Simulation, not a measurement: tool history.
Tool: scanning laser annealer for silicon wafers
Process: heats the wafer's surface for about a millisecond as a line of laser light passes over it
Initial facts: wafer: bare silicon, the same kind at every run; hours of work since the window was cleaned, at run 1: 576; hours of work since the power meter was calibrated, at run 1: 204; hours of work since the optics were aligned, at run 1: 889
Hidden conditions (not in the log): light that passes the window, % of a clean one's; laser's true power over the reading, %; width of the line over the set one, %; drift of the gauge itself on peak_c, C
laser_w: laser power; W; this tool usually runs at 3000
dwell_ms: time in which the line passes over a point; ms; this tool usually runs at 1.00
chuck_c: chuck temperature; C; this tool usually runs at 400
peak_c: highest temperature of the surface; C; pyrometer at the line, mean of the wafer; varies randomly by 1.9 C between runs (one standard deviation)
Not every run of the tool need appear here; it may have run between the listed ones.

run   hour  laser_w  dwell_ms  chuck_c  hours of work since the window was cleaned  hours of work since the power meter was calibrated  hours of work since the optics were aligned  peak_c
  1    0.0     3000      1.00      400                                         576                                                 204                                          889    1175
  2    9.5     3000      1.00      400                                         583                                                 210                                          895    1173
  3   18.7     3073      1.00      400                                         589                                                 216                                          901    1195
  4   27.4     3073      1.00      400                                         595                                                 222                                          907    1198
  5   32.7     3032      1.00      400                                         598                                                 225                                          910    1184
  6   38.8     3032      1.00      400                                         602                                                 229                                          914    1188
      48.0  -- optics aligned, line set to its width
  7   55.2     3032      1.00      400                                         609                                                 237                                            5    1203
  8   65.6     3032      1.00      400                                         616                                                 244                                           12    1206
  9   70.7     3076      1.00      400                                         620                                                 247                                           15    1217
 10   80.2     3000      1.00      400                                         626                                                 253                                           21    1194
 11   85.2     3000      0.94      400                                         629                                                 257                                           25    1167
 12   96.6     3000      1.00      400                                         637                                                 264                                           32    1194
 13  107.2     3000      1.00      400                                         644                                                 271                                           39    1189
 14  114.2     3000      1.00      400                                         648                                                 276                                           44    1188
 15  125.0     3000      1.00      400                                         655                                                 283                                           51    1188
 16  135.5     3000      1.00      400                                         662                                                 290                                           58    1188
 17  144.5     3000      0.97      400                                         668                                                 296                                           64    1178
 18  154.3     3000      1.19      400                                         675                                                 302                                           70    1270
 19  162.6     3000      1.19      400                                         680                                                 308                                           76    1271
 20  169.9     3000      1.00      400                                         685                                                 312                                           80    1186
 21  179.5     3000      0.98      400                                         691                                                 319                                           87    1178
 22  187.4     3248      0.98      400                                         697                                                 324                                           92    1270
 23  197.6     3000      1.00      368                                         703                                                 331                                           99    1158
 24  202.6     3196      0.87      400                                         707                                                 334                                          102    1195
 25  210.8     3196      0.87      400                                         712                                                 339                                          107    1196
 26  219.6     2588      0.71      400                                         718                                                 345                                          113     934
 27  225.4     2588      0.71      400                                         722                                                 349                                          117     931
 28  234.6     2588      0.71      400                                         728                                                 355                                          123     933
 29  243.0     3071      1.15      374                                         733                                                 361                                          128    1251
 30  250.7     3071      1.05      374                                         738                                                 366                                          134    1206
 31  260.4     3071      1.05      374                                         745                                                 372                                          140    1205
 32  265.7     3071      1.05      391                                         748                                                 376                                          143    1223
 33  270.8     3000      0.85      400                                         751                                                 379                                          147    1122
 34  275.6     3000      0.85      400                                         755                                                 382                                          150    1115
 35  280.3     2707      1.18      391                                         758                                                 385                                          153    1146
 36  285.7     3032      1.15      391                                         761                                                 389                                          157    1255
 37  293.7     3032      1.15      391                                         767                                                 394                                          162    1252
 38  300.1     3000      0.74      397                                         771                                                 398                                          166    1059
 39  309.4     3000      1.21      382                                         777                                                 404                                          172    1254
 40  318.1     3000      1.21      382                                         783                                                 410                                          178    1256
 41  328.8     3000      1.21      382                                         790                                                 417                                          185    1255
 42  337.3     3000      1.21      382                                         795                                                 423                                          191    1257

Alternative continuations, all from the tool just after run 42; predict every row:
  A  343.1     3000      0.85      411                                         799                                                 426                                          194       ?
  B  343.1     2696      0.74      362                                         799                                                 426                                          194       ?
  C  343.1     2776      1.14      408                                         799                                                 426                                          194       ?

run  peak_c
  A    1128
  B     936
  C    1171
Stripped of hidden state, with their random variation kept, the same runs would have yielded:
run  peak_c
  A    1148
  B     953
  C    1193
